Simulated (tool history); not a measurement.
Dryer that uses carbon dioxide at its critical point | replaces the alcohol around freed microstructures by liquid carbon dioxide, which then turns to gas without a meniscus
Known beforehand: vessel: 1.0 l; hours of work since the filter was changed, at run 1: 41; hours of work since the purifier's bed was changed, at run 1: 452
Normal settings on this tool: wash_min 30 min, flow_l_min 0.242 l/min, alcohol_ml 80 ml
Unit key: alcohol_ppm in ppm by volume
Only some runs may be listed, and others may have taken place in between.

run     day  wash_min  flow_l_min  alcohol_ml  hours of work since the filter was changed  hours of work since the purifier's bed was changed  alcohol_ppm
  1   0.000        30       0.242          80                                          41                                                 452          289
  2   0.825        30       0.242          80                                          51                                                 463          307
  3   1.600        30       0.242          80                                          61                                                 473          324
  4   2.358        30       0.242          80                                          71                                                 482          323
  5   3.071        30       0.242          44                                          80                                                 492          208
  6   3.696        30       0.161          44                                          89                                                 500         1109
  7   4.704        30       0.161          44                                         102                                                 513         1163
  8   5.300        30       0.161          44                                         109                                                 520         1168
  9   5.854        30       0.161          44                                         116                                                 528         1222
 10   6.908        30       0.242          80                                         130                                                 541          429
 11   8.012        30       0.242          80                                         144                                                 556          446
 12   8.612        30       0.242          80                                         152                                                 563          476
 13   9.738        30       0.171          80                                         167                                                 578         2056
 14  10.488        30       0.171          80                                         176                                                 588         2041
 15  11.075        30       0.242          80                                         184                                                 595          528
 16  11.729        23       0.242          80                                         192                                                 604         1801
     12.167  -- inlet filter changed
 17  12.833        30       0.267          80                                           9                                                 617          167
 18  13.346        30       0.221          80                                          15                                                 624          435
 19  14.471        30       0.157          80                                          30                                                 639         1876
 20  15.342        30       0.401          80                                          41                                                 650           46
 21  15.846        30       0.401          80                                          48                                                 656           45
 22  16.621        24       0.312          80                                          58                                                 666          307
 23  17.742        24       0.312          80                                          72                                                 681          332
 24  18.904        41       0.368          80                                          87                                                 696           44
 25  19.771        21       0.343          30                                          98                                                 707          192
 26  20.396        32       0.167          54                                         106                                                 715          997
 27  21.446        32       0.161          36                                         120                                                 729          840
 28  21.954        28       0.175          22                                         127                                                 735          616
 29  22.879        28       0.175          22                                         139                                                 747          656
 30  23.604        28       0.175          22                                         148                                                 757          696
 31  24.508        46       0.267          44                                         160                                                 768           45
 32  25.467        43       0.311          29                                         172                                                 781           43
 33  26.012        30       0.330          43                                         179                                                 788           85
 34  26.771        30       0.330         109                                         189                                                 798          163
     27.512  -- inlet filter changed
 35  27.833        30       0.330         109                                           4                                                 811           78
 36  28.733        30       0.344         106                                          16                                                 823           76
 37  29.283        30       0.327          97                                          23                                                 830           93
 38  29.788        29       0.327          80                                          29                                                 836           89
 39  30.471        30       0.178         115                                          38                                                 845         1709
 40  31.625        18       0.180          23                                          53                                                 860         1832
 41  32.267        19       0.292          82                                          61                                                 868         1232
 42  33.175        31       0.280         109                                          73                                                 880          194

Each row is a separate what-if for the run after 42, all from the same tool condition, not one after another. Results?
  A  33.729        33       0.349          42                                          80                                                 887            ?
  B  33.729        30       0.365          47                                          80                                                 887            ?
  C  33.729        30       0.242          71                                          80                                                 887            ?
  D  33.729        30       0.293          75                                          80                                                 887            ?

run  alcohol_ppm
  A           54
  B           59
  C          341
  D          144
The same runs, with their run-to-run variation unchanged, on a tool lacking any hidden condition would have given:
run  alcohol_ppm
  A           11
  B           14
  C          211
  D           70

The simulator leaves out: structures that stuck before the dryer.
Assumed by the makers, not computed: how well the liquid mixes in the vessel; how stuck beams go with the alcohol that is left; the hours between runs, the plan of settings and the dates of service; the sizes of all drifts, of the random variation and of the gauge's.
